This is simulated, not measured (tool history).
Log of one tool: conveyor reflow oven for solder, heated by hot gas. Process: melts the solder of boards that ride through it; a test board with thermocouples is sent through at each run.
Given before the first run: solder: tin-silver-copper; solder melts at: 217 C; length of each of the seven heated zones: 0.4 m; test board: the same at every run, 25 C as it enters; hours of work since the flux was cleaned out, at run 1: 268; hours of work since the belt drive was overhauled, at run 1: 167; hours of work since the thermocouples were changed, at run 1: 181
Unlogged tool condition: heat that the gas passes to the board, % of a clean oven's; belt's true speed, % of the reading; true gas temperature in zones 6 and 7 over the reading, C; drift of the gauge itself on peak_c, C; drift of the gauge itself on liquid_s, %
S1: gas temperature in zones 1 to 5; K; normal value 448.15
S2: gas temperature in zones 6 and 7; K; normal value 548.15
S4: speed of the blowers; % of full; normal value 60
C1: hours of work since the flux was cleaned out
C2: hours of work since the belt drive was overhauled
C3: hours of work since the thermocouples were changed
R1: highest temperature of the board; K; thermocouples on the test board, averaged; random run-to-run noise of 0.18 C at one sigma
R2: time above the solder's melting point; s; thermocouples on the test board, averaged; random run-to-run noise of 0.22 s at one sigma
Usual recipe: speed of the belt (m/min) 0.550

run 1 hour=0.0 | S1=448.15 S2=548.15 speed_of_the_belt_(m/min)=0.550 S4=60 | C1=268 C2=167 C3=181 | R1=532.45 R2=70.9
run 2 hour=23.7 | S1=448.15 S2=548.15 speed_of_the_belt_(m/min)=0.645 S4=60 | C1=281 C2=180 C3=195 | R1=526.85 R2=55.4
run 3 hour=40.0 | S1=448.15 S2=548.15 speed_of_the_belt_(m/min)=0.645 S4=60 | C1=290 C2=189 C3=204 | R1=526.65 R2=55.8
run 4 hour=54.6 | S1=443.15 S2=548.15 speed_of_the_belt_(m/min)=0.645 S4=60 | C1=299 C2=197 C3=212 | R1=525.25 R2=53.4
run 5 hour=67.8 | S1=443.15 S2=548.15 speed_of_the_belt_(m/min)=0.645 S4=60 | C1=306 C2=205 C3=219 | R1=525.65 R2=52.7
run 6 hour=95.4 | S1=448.15 S2=548.15 speed_of_the_belt_(m/min)=0.550 S4=60 | C1=321 C2=220 C3=235 | R1=532.15 R2=71.0
run 7 hour=112.8 | S1=448.15 S2=548.15 speed_of_the_belt_(m/min)=0.550 S4=60 | C1=331 C2=230 C3=244 | R1=532.15 R2=71.0
run 8 hour=130.5 | S1=448.15 S2=548.15 speed_of_the_belt_(m/min)=0.550 S4=88 | C1=341 C2=240 C3=254 | R1=537.25 R2=74.3
run 9 hour=144.4 | S1=450.15 S2=549.15 speed_of_the_belt_(m/min)=0.632 S4=88 | C1=349 C2=247 C3=262 | R1=534.15 R2=63.5
run 10 hour=157.1 | S1=448.15 S2=548.15 speed_of_the_belt_(m/min)=0.609 S4=60 | C1=356 C2=254 C3=269 | R1=528.85 R2=60.7
-- hour=176.0 flux residue cleaned out of gas plates and filters
run 11 hour=180.0 | S1=434.15 S2=548.15 speed_of_the_belt_(m/min)=0.609 S4=60 | C1=2 C2=264 C3=279 | R1=526.25 R2=54.6
run 12 hour=200.0 | S1=434.15 S2=548.15 speed_of_the_belt_(m/min)=0.609 S4=60 | C1=13 C2=276 C3=290 | R1=525.95 R2=54.1
run 13 hour=223.2 | S1=434.15 S2=548.15 speed_of_the_belt_(m/min)=0.609 S4=60 | C1=26 C2=289 C3=303 | R1=526.05 R2=54.4

Each row is a separate what-if for the run after 13, all from the same tool condition, not one after another. Results?
run A hour=240.4 | S1=448.15 S2=538.15 speed_of_the_belt_(m/min)=0.550 S4=61 | C1=36 C2=298 C3=313 | R1=? R2=?
run B hour=240.4 | S1=434.15 S2=548.15 speed_of_the_belt_(m/min)=0.609 S4=54 | C1=36 C2=298 C3=313 | R1=? R2=?
run C hour=240.4 | S1=448.15 S2=548.15 speed_of_the_belt_(m/min)=0.445 S4=77 | C1=36 C2=298 C3=313 | R1=? R2=?
run D hour=240.4 | S1=435.15 S2=555.15 speed_of_the_belt_(m/min)=0.638 S4=60 | C1=36 C2=298 C3=313 | R1=? R2=?
run E hour=240.4 | S1=444.15 S2=548.15 speed_of_the_belt_(m/min)=0.550 S4=60 | C1=36 C2=298 C3=313 | R1=? R2=?

run=A R1=523.75 R2=64.3
run=B R1=524.05 R2=52.2
run=C R1=540.65 R2=95.8
run=D R1=530.25 R2=54.5
run=E R1=531.65 R2=69.0
Take away the tool's hidden state, keep each run's random variation, and the runs would have read:
run=A R1=523.75 R2=64.3
run=B R1=524.05 R2=52.2
run=C R1=540.55 R2=95.8
run=D R1=530.25 R2=54.5
run=E R1=531.65 R2=68.9

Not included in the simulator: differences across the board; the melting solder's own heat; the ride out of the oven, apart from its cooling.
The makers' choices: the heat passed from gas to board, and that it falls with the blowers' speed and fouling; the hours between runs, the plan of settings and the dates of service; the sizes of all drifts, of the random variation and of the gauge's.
